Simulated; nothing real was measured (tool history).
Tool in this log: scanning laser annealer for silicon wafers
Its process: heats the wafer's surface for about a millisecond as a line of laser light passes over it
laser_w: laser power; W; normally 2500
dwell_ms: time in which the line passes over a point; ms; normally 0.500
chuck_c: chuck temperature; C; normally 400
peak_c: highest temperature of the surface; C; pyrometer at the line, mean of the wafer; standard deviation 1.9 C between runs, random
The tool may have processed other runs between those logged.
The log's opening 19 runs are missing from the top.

run,day,laser_w,dwell_ms,chuck_c,peak_c
20,33.842,2500,0.500,428,1201
# day 34.796: window over the wafer cleaned
21,35.446,2742,0.564,388,1371
# day 36.371: optics aligned, line set to its width
22,37.438,2709,0.587,392,1391
23,38.683,2709,0.587,392,1388
24,40.754,2500,0.535,439,1305
25,42.225,2500,0.535,439,1293
26,43.733,2500,0.535,404,1258
27,46.092,2500,0.535,404,1255
# day 46.333: laser's power meter calibrated
28,48.183,2621,0.535,404,1302
29,49.467,2331,0.617,403,1234
30,50.833,2174,0.472,390,1061
31,53.079,2500,0.442,384,1148
32,55.100,2500,0.442,384,1147
33,56.558,2489,0.382,416,1120
# day 58.517: laser's power meter calibrated, once more
34,59.133,2500,0.399,371,1086
35,60.692,2367,0.500,400,1140
36,62.133,2679,0.465,400,1231
37,63.467,2609,0.361,396,1106
38,65.583,2173,0.500,400,1059
39,66.762,2173,0.500,400,1061
40,68.279,2294,0.500,400,1098

Alternative continuations, all from the tool just after run 40; predict every row:
# day 70.050: window over the wafer cleaned
A,70.821,2656,0.500,361,?
# day 70.050: window over the wafer cleaned
B,70.821,2365,0.414,400,?
# day 70.050: window over the wafer cleaned
C,70.821,2331,0.387,414,?

run,peak_c
A,1246
B,1105
C,1084
Had the tool no hidden state, the same runs would have come out as:
run,peak_c
A,1263
B,1119
C,1097
